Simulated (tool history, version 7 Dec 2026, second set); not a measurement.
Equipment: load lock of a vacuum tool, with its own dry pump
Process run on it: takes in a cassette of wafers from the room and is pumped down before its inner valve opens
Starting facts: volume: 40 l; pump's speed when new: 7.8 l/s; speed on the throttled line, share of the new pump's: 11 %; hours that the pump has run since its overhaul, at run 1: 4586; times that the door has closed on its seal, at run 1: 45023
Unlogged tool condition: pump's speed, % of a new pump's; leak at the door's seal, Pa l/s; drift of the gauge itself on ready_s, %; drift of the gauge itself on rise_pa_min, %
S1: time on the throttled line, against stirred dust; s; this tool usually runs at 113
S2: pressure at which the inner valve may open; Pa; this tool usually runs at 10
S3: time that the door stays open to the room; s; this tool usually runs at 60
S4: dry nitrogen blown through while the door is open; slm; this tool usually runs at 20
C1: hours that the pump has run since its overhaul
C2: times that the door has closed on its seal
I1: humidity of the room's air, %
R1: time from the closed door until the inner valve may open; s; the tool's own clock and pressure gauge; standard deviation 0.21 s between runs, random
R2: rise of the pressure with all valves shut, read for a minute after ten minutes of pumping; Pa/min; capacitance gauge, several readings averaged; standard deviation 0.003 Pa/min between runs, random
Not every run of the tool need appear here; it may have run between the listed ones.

| run | hour | S1 | S2 | S3 | S4 | C1 | C2 | I1 | R1 | R2 |
|---|---|---|---|---|---|---|---|---|---|---|
| 1 | 0 | 113 | 10 | 60 | 20 | 4586 | 45023 | 45.7 | 149.1 | 0.256 |
| 2 | 502.6 | 113 | 10 | 60 | 20 | 5088 | 46199 | 45.8 | 149.1 | 0.266 |
|  | 629.4 | door's seal changed, seat wiped |
| 3 | 892.7 | 113 | 10 | 60 | 20 | 5477 | 616 | 48.6 | 149 | 0.052 |
| 4 | 1255.8 | 113 | 10 | 60 | 20 | 5840 | 1466 | 44.9 | 149.4 | 0.052 |
| 5 | 1606 | 113 | 10 | 60 | 20 | 6190 | 2286 | 47.2 | 149.4 | 0.059 |
| 6 | 2034.8 | 113 | 10 | 60 | 20 | 6619 | 3290 | 46.7 | 149.8 | 0.054 |
| 7 | 2411.7 | 113 | 10 | 60 | 20 | 6996 | 4172 | 40.8 | 149.4 | 0.053 |
| 8 | 2640.7 | 113 | 10 | 60 | 20 | 7225 | 4708 | 50.7 | 149.6 | 0.06 |
| 9 | 2920.3 | 113 | 10 | 60 | 20 | 7504 | 5362 | 45.9 | 149.7 | 0.064 |
| 10 | 3208.8 | 113 | 10 | 60 | 20 | 7793 | 6038 | 46.4 | 150.4 | 0.065 |
| 11 | 3595.5 | 113 | 10 | 60 | 20 | 8180 | 6943 | 43.2 | 149.9 | 0.071 |
| 12 | 4082.1 | 113 | 10 | 60 | 20 | 8666 | 8081 | 42.5 | 149.8 | 0.058 |
| 13 | 4392.2 | 113 | 10 | 60 | 20 | 8976 | 8807 | 46.2 | 149.9 | 0.072 |
| 14 | 4832.1 | 113 | 10 | 35 | 20 | 9416 | 9837 | 46.7 | 150.1 | 0.067 |
| 15 | 5330.8 | 113 | 10 | 35 | 20 | 9915 | 11004 | 44.9 | 150 | 0.073 |
| 16 | 5771.6 | 113 | 10 | 35 | 20 | 10356 | 12036 | 43.5 | 150.1 | 0.069 |
| 17 | 6142.4 | 113 | 17 | 60 | 20 | 10726 | 12904 | 45.1 | 147.3 | 0.088 |
| 18 | 6587.6 | 113 | 17 | 60 | 20 | 11172 | 13946 | 43.8 | 147.5 | 0.093 |
| 19 | 6825.1 | 113 | 9 | 60 | 24 | 11409 | 14502 | 46.5 | 150.8 | 0.093 |
| 20 | 7129.1 | 113 | 9 | 60 | 24 | 11713 | 15213 | 45.6 | 151.4 | 0.088 |
| 21 | 7447.3 | 113 | 9 | 45 | 7 | 12031 | 15958 | 42.8 | 151.1 | 0.105 |
| 22 | 7875.9 | 215 | 19 | 41 | 8 | 12460 | 16961 | 42.1 | 236.9 | 0.107 |
| 23 | 8339.3 | 155 | 9 | 41 | 5 | 12923 | 18046 | 41.1 | 188.4 | 0.113 |
| 24 | 8703.8 | 113 | 11 | 60 | 8 | 13288 | 18899 | 44.3 | 150.8 | 0.124 |
| 25 | 9054.3 | 130 | 10 | 32 | 20 | 13638 | 19719 | 41.7 | 165.9 | 0.108 |
| 26 | 9370.9 | 130 | 10 | 32 | 20 | 13955 | 20460 | 45.9 | 165.6 | 0.117 |
| 27 | 9692.5 | 130 | 10 | 32 | 20 | 14277 | 21213 | 48.4 | 165.8 | 0.124 |
| 28 | 10025.3 | 71 | 10 | 60 | 20 | 14609 | 21992 | 42.6 | 114.3 | 0.13 |
| 29 | 10261.9 | 71 | 10 | 60 | 20 | 14846 | 22546 | 41.4 | 114.6 | 0.125 |
| 30 | 10622.4 | 60 | 10 | 60 | 36 | 15206 | 23389 | 44 | 104.9 | 0.119 |
| 31 | 10865.3 | 113 | 13 | 141 | 18 | 15449 | 23958 | 42.7 | 149.6 | 0.158 |
| 32 | 11198.6 | 113 | 13 | 141 | 18 | 15783 | 24738 | 43.3 | 150 | 0.16 |
| 33 | 11598.3 | 113 | 13 | 141 | 18 | 16182 | 25673 | 44.8 | 150.4 | 0.163 |
| 34 | 12058 | 113 | 13 | 141 | 18 | 16642 | 26750 | 50 | 150.3 | 0.182 |
| 35 | 12263.7 | 113 | 13 | 141 | 18 | 16848 | 27231 | 44 | 150.5 | 0.177 |
| 36 | 12537.3 | 113 | 12 | 195 | 18 | 17121 | 27871 | 45.1 | 150.6 | 0.193 |

Here are 3 independent what-if runs from the current tool condition. What would each one return?
| A | 12919.7 | 113 | 7 | 42 | 20 | 17504 | 28766 | 43.3 | ? | ? |
| B | 12919.7 | 113 | 12 | 177 | 18 | 17504 | 28766 | 44.3 | ? | ? |
| C | 12919.7 | 113 | 12 | 78 | 18 | 17504 | 28766 | 45.1 | ? | ? |

| run | R1 | R2 |
|---|---|---|
| A | 154 | 0.159 |
| B | 150.9 | 0.188 |
| C | 150.8 | 0.175 |
Had the tool no hidden state, the same runs would have come out as:
| run | R1 | R2 |
|---|---|---|
| A | 149.8 | 0.041 |
| B | 147.1 | 0.069 |
| C | 147.1 | 0.055 |
